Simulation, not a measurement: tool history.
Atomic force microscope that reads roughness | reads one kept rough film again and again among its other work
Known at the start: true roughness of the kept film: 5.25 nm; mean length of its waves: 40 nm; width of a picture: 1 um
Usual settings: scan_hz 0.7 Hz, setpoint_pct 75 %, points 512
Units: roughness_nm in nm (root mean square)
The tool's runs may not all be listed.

run	hour	scan_hz	setpoint_pct	points	roughness_nm
1	0	0.7	75	512	4.521
2	24.6	0.7	75	512	4.527
# hour 31.8: new tip fitted
3	66.5	0.7	75	512	4.509
4	94.4	0.7	55	512	4.628
# hour 129: new tip fitted
5	130.5	0.7	55	512	4.602
6	168.7	1.423	55	512	4.578
7	191.5	0.7	75	278	4.473
# hour 226.1: new tip fitted
8	232.8	0.7	75	278	4.479
9	252	0.7	75	278	4.528
10	287.9	0.7	75	278	4.486
11	314.7	0.7	75	1002	4.545

3 ways to go on from here, each from the tool as it stands after run 11. What would each give?
# hour 324.6: new tip fitted
A	336	0.7	75	489	?
# hour 324.6: new tip fitted
B	336	2.583	74	425	?
# hour 324.6: new tip fitted
C	336	2.806	78	1002	?

run	roughness_nm
A	4.525
B	4.283
C	4.152
Without the tool's hidden state the same runs would have given:
run	roughness_nm
A	4.527
B	4.285
C	4.153

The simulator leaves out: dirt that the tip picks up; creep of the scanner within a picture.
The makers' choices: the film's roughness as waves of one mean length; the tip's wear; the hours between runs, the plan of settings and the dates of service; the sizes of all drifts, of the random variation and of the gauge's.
